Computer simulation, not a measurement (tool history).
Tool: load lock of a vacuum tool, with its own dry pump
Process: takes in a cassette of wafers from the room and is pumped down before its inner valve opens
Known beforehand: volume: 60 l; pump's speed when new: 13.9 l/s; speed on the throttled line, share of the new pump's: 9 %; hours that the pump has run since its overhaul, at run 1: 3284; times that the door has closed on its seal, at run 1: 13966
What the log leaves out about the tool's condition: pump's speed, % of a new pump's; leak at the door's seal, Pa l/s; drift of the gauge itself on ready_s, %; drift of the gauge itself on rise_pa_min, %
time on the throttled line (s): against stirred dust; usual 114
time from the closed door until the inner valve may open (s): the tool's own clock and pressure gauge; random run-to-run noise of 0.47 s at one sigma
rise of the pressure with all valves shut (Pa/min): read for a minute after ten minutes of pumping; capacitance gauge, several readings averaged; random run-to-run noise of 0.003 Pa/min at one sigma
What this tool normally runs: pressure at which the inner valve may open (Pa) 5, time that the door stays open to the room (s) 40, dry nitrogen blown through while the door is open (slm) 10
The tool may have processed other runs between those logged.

run,day,time on the throttled line (s),pressure at which the inner valve may open (Pa),time that the door stays open to the room (s),dry nitrogen blown through while the door is open (slm),hours that the pump has run since its overhaul,times that the door has closed on its seal,"incoming humidity of the room's air, %",time from the closed door until the inner valve may open (s),rise of the pressure with all valves shut (Pa/min)
1,0.000,114,5,40,10,3284,13966,43.3,146.9,0.037
2,2.783,114,5,40,19,3351,14288,48.6,147.8,0.038
3,6.392,114,8,40,19,3437,14706,47.3,145.8,0.037
4,10.179,114,5,40,19,3528,15145,44.3,147.9,0.036
5,13.846,114,5,26,19,3616,15570,45.2,148.2,0.024
6,15.850,114,5,26,19,3664,15802,49.8,147.7,0.030
7,18.617,114,5,32,10,3731,16122,43.1,147.4,0.034
8,20.483,114,5,32,10,3776,16339,44.0,147.9,0.036
9,22.425,114,5,32,10,3822,16564,41.8,148.2,0.033
10,24.429,114,5,32,25,3870,16796,44.6,147.6,0.028
11,26.567,68,9,51,17,3922,17044,44.6,103.1,0.043
12,30.454,68,9,51,17,4015,17494,42.8,102.6,0.040
13,33.821,114,5,132,21,4096,17884,43.5,147.4,0.068
14,37.362,137,8,25,37,4181,18294,42.5,166.6,0.022
15,40.329,137,8,25,37,4252,18638,41.8,165.7,0.021
16,42.779,208,8,30,5,4311,18922,45.0,230.3,0.038
17,44.717,114,4,40,10,4357,19146,45.7,148.6,0.045
18,48.438,72,4,208,10,4446,19577,43.9,110.5,0.116

Alternative continuations, all from the tool just after run 18; predict every row:
A,50.667,217,4,208,20,4500,19835,42.1,?,?
B,50.667,94,4,155,15,4500,19835,47.7,?,?
C,50.667,148,8,208,10,4500,19835,44.1,?,?

run,time from the closed door until the inner valve may open (s),rise of the pressure with all valves shut (Pa/min)
A,243.7,0.095
B,130.2,0.094
C,176.8,0.113
Take away the tool's hidden state, keep each run's random variation, and the runs would have read:
run,time from the closed door until the inner valve may open (s),rise of the pressure with all valves shut (Pa/min)
A,243.7,0.094
B,130.2,0.093
C,176.8,0.112
